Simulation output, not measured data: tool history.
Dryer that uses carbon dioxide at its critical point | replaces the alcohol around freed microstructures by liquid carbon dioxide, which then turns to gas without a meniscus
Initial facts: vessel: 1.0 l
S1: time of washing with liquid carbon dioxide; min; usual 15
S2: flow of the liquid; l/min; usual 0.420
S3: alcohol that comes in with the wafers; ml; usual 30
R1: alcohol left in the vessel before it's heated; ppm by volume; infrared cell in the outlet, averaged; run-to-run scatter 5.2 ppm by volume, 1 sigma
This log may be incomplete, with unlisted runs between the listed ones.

run,day,S1,S2,S3,R1
1,0.000,15,0.420,30,266
2,2.133,15,0.420,30,284
3,4.804,11,0.420,30,677
4,6.142,11,0.420,30,696
5,7.646,11,0.420,30,694
6,10.279,11,0.420,30,756
7,12.788,11,0.264,30,2806
8,14.004,20,0.420,30,244
# day 14.488: purifier's bed changed
9,15.738,15,0.277,30,954
10,17.554,15,0.277,30,973
11,18.917,17,0.590,30,31
12,21.200,17,0.590,30,40
13,23.733,15,0.542,29,81
14,25.167,15,0.542,29,103
15,26.892,24,0.605,29,70
16,29.671,20,0.579,29,84
# day 30.496: inlet filter changed
17,31.888,15,0.609,111,101
18,33.408,15,0.609,111,126
19,35.496,14,0.538,30,144

Alternative continuations, all from the tool just after run 19; predict every row:
A,37.529,10,0.320,30,?
B,37.529,9,0.480,30,?
C,37.529,11,0.270,30,?

run,R1
A,1844
B,723
C,2237
Take away the tool's hidden state, keep each run's random variation, and the runs would have read:
run,R1
A,1570
B,531
C,1944
